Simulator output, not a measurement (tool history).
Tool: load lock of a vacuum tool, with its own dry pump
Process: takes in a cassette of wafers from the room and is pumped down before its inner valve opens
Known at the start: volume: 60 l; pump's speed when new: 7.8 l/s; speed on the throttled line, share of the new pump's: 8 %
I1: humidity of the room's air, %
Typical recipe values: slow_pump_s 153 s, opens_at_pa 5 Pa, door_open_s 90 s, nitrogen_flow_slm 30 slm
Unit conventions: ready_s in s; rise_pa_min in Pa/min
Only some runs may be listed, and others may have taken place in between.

Run 1, day 0.000: usual settings; I1 48.4. Result: ready_s 227.1 s, rise_pa_min 0.117 Pa/min.
Run 2, day 8.933: usual settings; I1 43.6. Result: ready_s 225.7 s, rise_pa_min 0.128 Pa/min.
Run 3, day 16.862: usual settings; I1 45.9. Result: ready_s 224.5 s, rise_pa_min 0.141 Pa/min.
Run 4, day 21.162: usual settings; I1 46.9. Result: ready_s 225.9 s, rise_pa_min 0.148 Pa/min.
Run 5, day 25.771: usual settings; I1 46.7. Result: ready_s 226.6 s, rise_pa_min 0.154 Pa/min.
Run 6, day 33.442: usual settings but slow_pump_s 129 s; I1 47.4. Result: ready_s 206.6 s, rise_pa_min 0.168 Pa/min.
Run 7, day 40.962: usual settings but slow_pump_s 197 s; I1 48.2. Result: ready_s 265.7 s, rise_pa_min 0.188 Pa/min.
Run 8, day 49.438: usual settings but slow_pump_s 197 s; I1 44.5. Result: ready_s 267.8 s, rise_pa_min 0.197 Pa/min.
Run 9, day 57.867: usual settings but slow_pump_s 197 s; I1 41.8. Result: ready_s 266.3 s, rise_pa_min 0.209 Pa/min.
Run 10, day 62.992: usual settings but slow_pump_s 197 s; I1 43.1. Result: ready_s 265.8 s, rise_pa_min 0.222 Pa/min.
Run 11, day 71.842: usual settings but slow_pump_s 197 s; I1 43.5. Result: ready_s 267.0 s, rise_pa_min 0.248 Pa/min.
Run 12, day 77.654: usual settings but opens_at_pa 4 Pa; I1 44.7. Result: ready_s 229.1 s, rise_pa_min 0.265 Pa/min.
Run 13, day 83.300: usual settings but opens_at_pa 4 Pa; I1 42.0. Result: ready_s 230.3 s, rise_pa_min 0.271 Pa/min.
Run 14, day 92.133: usual settings but opens_at_pa 4 Pa; I1 49.2. Result: ready_s 230.5 s, rise_pa_min 0.283 Pa/min.
Run 15, day 98.258: usual settings but nitrogen_flow_slm 44 slm; I1 51.1. Result: ready_s 228.2 s, rise_pa_min 0.302 Pa/min.
Run 16, day 103.488: usual settings but nitrogen_flow_slm 44 slm; I1 42.0. Result: ready_s 229.1 s, rise_pa_min 0.312 Pa/min.
Run 17, day 111.108: usual settings but door_open_s 38 s; I1 46.7. Result: ready_s 227.5 s, rise_pa_min 0.337 Pa/min.
Run 18, day 118.154: usual settings but door_open_s 62 s; I1 46.1. Result: ready_s 229.5 s, rise_pa_min 0.363 Pa/min.
Run 19, day 127.179: usual settings but door_open_s 62 s; I1 44.6. Result: ready_s 227.9 s, rise_pa_min 0.382 Pa/min.
Run 20, day 131.608: usual settings but nitrogen_flow_slm 9 slm; I1 44.5. Result: ready_s 226.8 s, rise_pa_min 0.410 Pa/min.
Run 21, day 141.250: usual settings but nitrogen_flow_slm 9 slm; I1 43.9. Result: ready_s 227.6 s, rise_pa_min 0.439 Pa/min.
Run 22, day 151.233: usual settings but door_open_s 231 s; I1 46.2. Result: ready_s 230.9 s, rise_pa_min 0.461 Pa/min.
Run 23, day 159.650: usual settings but slow_pump_s 109 s, opens_at_pa 6 Pa; I1 46.2. Result: ready_s 188.3 s, rise_pa_min 0.489 Pa/min.
Run 24, day 168.996: usual settings but slow_pump_s 109 s, opens_at_pa 6 Pa; I1 43.9. Result: ready_s 186.4 s, rise_pa_min 0.523 Pa/min.
Run 25, day 178.992: usual settings but slow_pump_s 109 s, opens_at_pa 6 Pa, door_open_s 169 s, nitrogen_flow_slm 27 slm; I1 46.9. Result: ready_s 188.6 s, rise_pa_min 0.559 Pa/min.
Run 26, day 185.558: usual settings but slow_pump_s 194 s, opens_at_pa 9 Pa, door_open_s 169 s, nitrogen_flow_slm 4 slm; I1 46.4. Result: ready_s 260.1 s, rise_pa_min 0.615 Pa/min.
At day 192.796: door's seal changed, seat wiped.
Run 27, day 193.221: usual settings but door_open_s 112 s, nitrogen_flow_slm 13 slm; I1 43.7. Result: ready_s 227.3 s, rise_pa_min 0.025 Pa/min.
Run 28, day 198.862: usual settings but opens_at_pa 6 Pa, door_open_s 76 s, nitrogen_flow_slm 8 slm; I1 48.7. Result: ready_s 227.9 s, rise_pa_min 0.038 Pa/min.
Run 29, day 205.775: usual settings but opens_at_pa 6 Pa, door_open_s 76 s, nitrogen_flow_slm 8 slm; I1 44.8. Result: ready_s 228.6 s, rise_pa_min 0.032 Pa/min.
Run 30, day 213.483: usual settings but opens_at_pa 6 Pa, door_open_s 76 s, nitrogen_flow_slm 8 slm; I1 46.3. Result: ready_s 227.9 s, rise_pa_min 0.043 Pa/min.
Run 31, day 223.700: usual settings but opens_at_pa 6 Pa, door_open_s 76 s, nitrogen_flow_slm 8 slm; I1 47.7. Result: ready_s 228.6 s, rise_pa_min 0.052 Pa/min.
Run 32, day 233.579: usual settings but slow_pump_s 279 s, opens_at_pa 8 Pa, door_open_s 84 s, nitrogen_flow_slm 5 slm; I1 44.8. Result: ready_s 340.9 s, rise_pa_min 0.067 Pa/min.
Run 33, day 243.171: usual settings but slow_pump_s 279 s, opens_at_pa 8 Pa, door_open_s 84 s, nitrogen_flow_slm 5 slm; I1 44.6. Result: ready_s 338.3 s, rise_pa_min 0.077 Pa/min.
Run 34, day 252.204: usual settings but slow_pump_s 279 s, opens_at_pa 8 Pa, door_open_s 84 s, nitrogen_flow_slm 38 slm; I1 43.6. Result: ready_s 341.0 s, rise_pa_min 0.069 Pa/min.
Run 35, day 261.404: usual settings but slow_pump_s 158 s, door_open_s 72 s, nitrogen_flow_slm 6 slm; I1 45.8. Result: ready_s 234.6 s, rise_pa_min 0.091 Pa/min.
Run 36, day 270.950: usual settings but door_open_s 33 s, nitrogen_flow_slm 13 slm; I1 42.9. Result: ready_s 231.5 s, rise_pa_min 0.095 Pa/min.
Run 37, day 280.650: usual settings but slow_pump_s 303 s; I1 43.3. Result: ready_s 369.5 s, rise_pa_min 0.109 Pa/min.

Branching from run 37: 3 alternative next runs. What would each branch give?
Run A, day 287.150: usual settings but door_open_s 26 s; I1 44.7. Result: ready_s ?, rise_pa_min ?.
Run B, day 287.150: usual settings but slow_pump_s 303 s, nitrogen_flow_slm 10 slm; I1 44.2. Result: ready_s ?, rise_pa_min ?.
Run C, day 287.150: usual settings but slow_pump_s 84 s, nitrogen_flow_slm 16 slm; I1 44.8. Result: ready_s ?, rise_pa_min ?.

run  ready_s  rise_pa_min
  A    231.6        0.117
  B    368.0        0.130
  C    169.2        0.130
The same runs, with their run-to-run variation unchanged, on a tool lacking any hidden condition would have given:
run  ready_s  rise_pa_min
  A    215.9        0.012
  B    355.2        0.025
  C    152.2        0.024
